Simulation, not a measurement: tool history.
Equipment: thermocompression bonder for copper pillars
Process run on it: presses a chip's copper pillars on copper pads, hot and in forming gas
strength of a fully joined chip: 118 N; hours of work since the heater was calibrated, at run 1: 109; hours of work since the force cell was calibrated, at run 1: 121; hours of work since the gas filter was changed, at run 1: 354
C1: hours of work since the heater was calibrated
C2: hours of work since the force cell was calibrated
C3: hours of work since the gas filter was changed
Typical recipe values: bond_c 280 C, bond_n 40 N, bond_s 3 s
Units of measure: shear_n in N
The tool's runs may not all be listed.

run 1 hour=0.0 | bond_c=280 bond_n=40 bond_s=3 | C1=109 C2=121 C3=354 | shear_n=52.0
run 2 hour=5.3 | bond_c=280 bond_n=40 bond_s=3 | C1=112 C2=124 C3=357 | shear_n=51.4
run 3 hour=11.7 | bond_c=280 bond_n=40 bond_s=3 | C1=116 C2=128 C3=361 | shear_n=50.4
run 4 hour=19.2 | bond_c=280 bond_n=35 bond_s=3 | C1=121 C2=133 C3=366 | shear_n=44.3
run 5 hour=28.9 | bond_c=254 bond_n=40 bond_s=3 | C1=127 C2=139 C3=372 | shear_n=39.4
run 6 hour=38.8 | bond_c=280 bond_n=40 bond_s=3 | C1=133 C2=145 C3=378 | shear_n=50.0
-- hour=45.9 forming gas filter changed
run 7 hour=50.0 | bond_c=280 bond_n=40 bond_s=3 | C1=140 C2=152 C3=3 | shear_n=51.6
run 8 hour=62.7 | bond_c=280 bond_n=40 bond_s=3 | C1=147 C2=160 C3=11 | shear_n=52.8
run 9 hour=75.3 | bond_c=276 bond_n=30 bond_s=4 | C1=155 C2=168 C3=18 | shear_n=41.6
run 10 hour=84.7 | bond_c=280 bond_n=40 bond_s=6 | C1=161 C2=173 C3=24 | shear_n=66.1
run 11 hour=96.0 | bond_c=288 bond_n=33 bond_s=2 | C1=168 C2=181 C3=31 | shear_n=39.0
run 12 hour=102.5 | bond_c=289 bond_n=40 bond_s=3 | C1=172 C2=185 C3=35 | shear_n=55.4
run 13 hour=108.0 | bond_c=289 bond_n=40 bond_s=3 | C1=176 C2=188 C3=39 | shear_n=56.0

How would selected steps in shear_n from run to run divide? Give the signed amount a tool lacking its hidden state would still show from settings, what came in and random variation, and the signed amount left for the hidden state, including any gauge scatter that is not in both of the compared results.
Unlogged tool condition in this case: true temperature of the bond over the reading, C; force that reaches the chip, % of what is set; oxide that the forming gas leaves, % of the face; drift of the gauge itself on shear_n, %.
Run 6 -> 7: forming gas filter changed. shear_n +1.6 N: hidden state +1.5, all else +0.1.
Run 10 -> 11: bond_c 280 -> 288, bond_n 40 -> 33, bond_s 6 -> 2. shear_n -27.1 N: hidden state +0.4, all else -27.5.
